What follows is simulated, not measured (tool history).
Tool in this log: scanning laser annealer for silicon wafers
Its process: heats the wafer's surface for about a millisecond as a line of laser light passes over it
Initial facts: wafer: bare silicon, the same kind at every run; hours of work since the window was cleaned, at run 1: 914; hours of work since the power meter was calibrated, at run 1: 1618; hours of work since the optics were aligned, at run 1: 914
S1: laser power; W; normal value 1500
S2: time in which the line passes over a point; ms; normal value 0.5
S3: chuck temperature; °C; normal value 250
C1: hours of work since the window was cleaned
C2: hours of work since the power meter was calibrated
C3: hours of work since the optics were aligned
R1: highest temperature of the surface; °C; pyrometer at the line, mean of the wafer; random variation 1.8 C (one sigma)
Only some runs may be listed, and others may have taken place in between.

Run 1, day 0: usual settings; C1 914; C2 1618; C3 914. Result: R1 966 °C.
Run 2, day 1.475: usual settings; C1 941; C2 1645; C3 941. Result: R1 962 °C.
At day 2.4: window over the wafer cleaned.
Run 3, day 4.588: usual settings but S1 1592 W; C1 40; C2 1700; C3 997. Result: R1 1058 °C.
Run 4, day 7.25: usual settings but S1 1387 W; C1 89; C2 1749; C3 1046. Result: R1 930 °C.
Run 5, day 9.571: usual settings but S1 1387 W; C1 132; C2 1792; C3 1088. Result: R1 927 °C.
Run 6, day 11.662: usual settings but S1 1387 W; C1 170; C2 1830; C3 1127. Result: R1 928 °C.
Run 7, day 13.112: usual settings but S3 284 °C; C1 197; C2 1857; C3 1153. Result: R1 1026 °C.
Run 8, day 14.988: usual settings but S3 284 °C; C1 231; C2 1891; C3 1188. Result: R1 1025 °C.
Run 9, day 16.258: usual settings; C1 255; C2 1915; C3 1211. Result: R1 991 °C.
Run 10, day 17.958: usual settings; C1 286; C2 1946; C3 1242. Result: R1 991 °C.
Run 11, day 20.604: usual settings; C1 334; C2 1995; C3 1291. Result: R1 989 °C.
Run 12, day 22.283: usual settings; C1 365; C2 2026; C3 1322. Result: R1 990 °C.
At day 24.054: optics aligned, line set to its width.
Run 13, day 24.258: usual settings but S3 244 °C; C1 398; C2 2058; C3 4. Result: R1 978 °C.
Run 14, day 26.854: usual settings but S1 1414 W, S3 244 °C; C1 446; C2 2106; C3 51. Result: R1 924 °C.
Run 15, day 28.6: usual settings but S2 0.365 ms; C1 478; C2 2138; C3 83. Result: R1 871 °C.
Run 16, day 31.15: usual settings but S1 1592 W, S2 0.365 ms; C1 524; C2 2185; C3 130. Result: R1 916 °C.
Run 17, day 32.925: usual settings; C1 557; C2 2217; C3 163. Result: R1 978 °C.
At day 34.246: optics aligned, line set to its width, once more.
Run 18, day 35.038: usual settings; C1 592; C2 2252; C3 15. Result: R1 988 °C.
Run 19, day 36.929: usual settings; C1 627; C2 2287; C3 49. Result: R1 988 °C.
Run 20, day 39.008: usual settings; C1 665; C2 2325; C3 88. Result: R1 986 °C.
Run 21, day 40.304: usual settings but S2 0.364 ms, S3 218 °C; C1 689; C2 2349; C3 111. Result: R1 841 °C.
Run 22, day 41.992: usual settings but S1 1397 W, S2 0.557 ms, S3 263 °C; C1 720; C2 2380; C3 142. Result: R1 971 °C.
Run 23, day 44.967: usual settings but S1 1427 W, S2 0.506 ms; C1 774; C2 2435; C3 197. Result: R1 941 °C.
Run 24, day 47.096: usual settings but S1 1388 W, S2 0.551 ms, S3 231 °C; C1 814; C2 2474; C3 236. Result: R1 924 °C.
Run 25, day 49.458: usual settings but S1 1388 W, S2 0.446 ms, S3 248 °C; C1 857; C2 2517; C3 280. Result: R1 871 °C.
Run 26, day 51.238: usual settings but S1 1388 W, S2 0.446 ms, S3 248 °C; C1 890; C2 2550; C3 312. Result: R1 871 °C.
Run 27, day 52.546: usual settings but S1 1609 W, S2 0.579 ms, S3 239 °C; C1 914; C2 2574; C3 336. Result: R1 1092 °C.
At day 54.908: window over the wafer cleaned.
Run 28, day 55.021: usual settings but S1 1609 W, S2 0.579 ms, S3 239 °C; C1 2; C2 2618; C3 380. Result: R1 1134 °C.
Run 29, day 57.621: usual settings but S1 1609 W, S2 0.579 ms, S3 239 °C; C1 50; C2 2666; C3 428. Result: R1 1130 °C.
Run 30, day 58.846: usual settings but S2 0.372 ms, S3 287 °C; C1 72; C2 2688; C3 451. Result: R1 933 °C.
Run 31, day 60.596: usual settings but S1 1460 W, S2 0.455 ms, S3 234 °C; C1 104; C2 2720; C3 483. Result: R1 931 °C.
Run 32, day 63.417: usual settings but S1 1466 W, S2 0.455 ms, S3 234 °C; C1 156; C2 2772; C3 535. Result: R1 929 °C.
Run 33, day 66.142: usual settings but S1 1466 W, S2 0.455 ms, S3 234 °C; C1 206; C2 2822; C3 585. Result: R1 926 °C.
Run 34, day 67.688: usual settings but S1 1466 W, S2 0.37 ms, S3 265 °C; C1 235; C2 2851; C3 613. Result: R1 886 °C.
Run 35, day 70.358: usual settings but S1 1466 W, S2 0.37 ms, S3 265 °C; C1 284; C2 2900; C3 662. Result: R1 882 °C.
Run 36, day 72.196: usual settings but S1 1644 W, S3 266 °C; C1 318; C2 2933; C3 696. Result: R1 1102 °C.
Run 37, day 75.092: usual settings but S1 1644 W, S3 266 °C; C1 371; C2 2987; C3 749. Result: R1 1101 °C.
Run 38, day 77.646: usual settings but S1 1437 W, S2 0.395 ms, S3 272 °C; C1 418; C2 3034; C3 796. Result: R1 894 °C.
Run 39, day 79.154: usual settings but S1 1639 W, S3 269 °C; C1 445; C2 3061; C3 824. Result: R1 1093 °C.
Run 40, day 81.517: usual settings but S1 1431 W, S2 0.375 ms, S3 274 °C; C1 489; C2 3105; C3 867. Result: R1 872 °C.

What if the next run were any one of these 5? Each begins from the tool's condition after run 40:
Run A, day 82.871: usual settings but S1 1636 W, S2 0.565 ms, S3 270 °C; C1 514; C2 3130; C3 892. Result: R1 ?.
Run B, day 82.871: usual settings but S1 1495 W, S2 0.487 ms; C1 514; C2 3130; C3 892. Result: R1 ?.
Run C, day 82.871: usual settings but S3 286 °C; C1 514; C2 3130; C3 892. Result: R1 ?.
Run D, day 82.871: usual settings but S1 1461 W, S3 270 °C; C1 514; C2 3130; C3 892. Result: R1 ?.
Run E, day 82.871: usual settings but S1 1332 W, S2 0.468 ms, S3 248 °C; C1 514; C2 3130; C3 892. Result: R1 ?.

run    R1
  A  1147
  B   973
  C  1023
  D   983
  E   863
Without the tool's hidden state the same runs would have given:
run    R1
  A  1167
  B   990
  C  1040
  D   999
  E   877

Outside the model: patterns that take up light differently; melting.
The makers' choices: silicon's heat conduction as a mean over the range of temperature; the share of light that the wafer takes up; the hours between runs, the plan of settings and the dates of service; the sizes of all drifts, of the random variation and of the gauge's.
